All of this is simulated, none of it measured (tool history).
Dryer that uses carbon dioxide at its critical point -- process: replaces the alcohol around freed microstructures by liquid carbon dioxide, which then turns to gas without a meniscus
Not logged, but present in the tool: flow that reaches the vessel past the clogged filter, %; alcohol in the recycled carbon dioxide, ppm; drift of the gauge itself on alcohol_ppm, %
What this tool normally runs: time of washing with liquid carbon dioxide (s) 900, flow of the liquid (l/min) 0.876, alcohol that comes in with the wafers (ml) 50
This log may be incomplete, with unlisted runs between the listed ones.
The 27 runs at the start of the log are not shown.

| run | day | time of washing with liquid carbon dioxide (s) | flow of the liquid (l/min) | alcohol that comes in with the wafers (ml) | hours of work since the filter was changed | hours of work since the purifier's bed was changed | alcohol left in the vessel before it's heated (ppm by volume) |
|---|---|---|---|---|---|---|---|
| 28 | 40.654 | 720 | 0.875 | 35 | 338 | 402 | 612 |
| 29 | 41.554 | 1380 | 0.876 | 86 | 346 | 409 | 115 |
| 30 | 42.850 | 1260 | 0.687 | 31 | 356 | 420 | 190 |
| 31 | 44.738 | 1260 | 1.059 | 30 | 372 | 435 | 77 |
| 32 | 45.696 | 660 | 0.833 | 25 | 380 | 443 | 672 |
| 33 | 47.404 | 660 | 0.833 | 25 | 394 | 457 | 699 |
| 34 | 49.233 | 600 | 0.833 | 25 | 409 | 472 | 932 |
| 35 | 51.196 | 1320 | 0.794 | 25 | 425 | 488 | 113 |
| 36 | 52.442 | 600 | 0.975 | 43 | 435 | 498 | 1055 |
|  | 54.029 | purifier's bed changed |
| 37 | 54.054 | 600 | 0.975 | 43 | 447 | 0 | 969 |
| 38 | 55.500 | 600 | 0.975 | 43 | 459 | 12 | 977 |
| 39 | 57.367 | 1020 | 0.771 | 87 | 474 | 27 | 700 |
| 40 | 58.292 | 780 | 0.876 | 82 | 482 | 35 | 1156 |
| 41 | 59.417 | 960 | 0.876 | 22 | 491 | 44 | 147 |
| 42 | 60.367 | 960 | 1.101 | 54 | 499 | 52 | 126 |
| 43 | 61.679 | 600 | 1.265 | 50 | 510 | 63 | 533 |
| 44 | 63.225 | 1380 | 0.964 | 51 | 522 | 75 | 50 |
| 45 | 65.183 | 1380 | 0.964 | 51 | 538 | 91 | 48 |
|  | 65.338 | inlet filter changed |
| 46 | 66.600 | 1380 | 0.964 | 44 | 10 | 103 | 24 |
| 47 | 67.788 | 1380 | 0.964 | 44 | 20 | 113 | 33 |

Here are 3 independent what-if runs from the current tool condition. What would each one return?
| A | 69.517 | 840 | 0.897 | 50 | 34 | 127 | ? |
| B | 69.517 | 1380 | 0.964 | 44 | 34 | 127 | ? |
| C | 69.517 | 1380 | 1.045 | 39 | 34 | 127 | ? |

| run | alcohol left in the vessel before it's heated (ppm by volume) |
|---|---|
| A | 296 |
| B | 29 |
| C | 28 |
Stripped of hidden state, with their random variation kept, the same runs would have yielded:
| run | alcohol left in the vessel before it's heated (ppm by volume) |
|---|---|
| A | 261 |
| B | 8 |
| C | 8 |
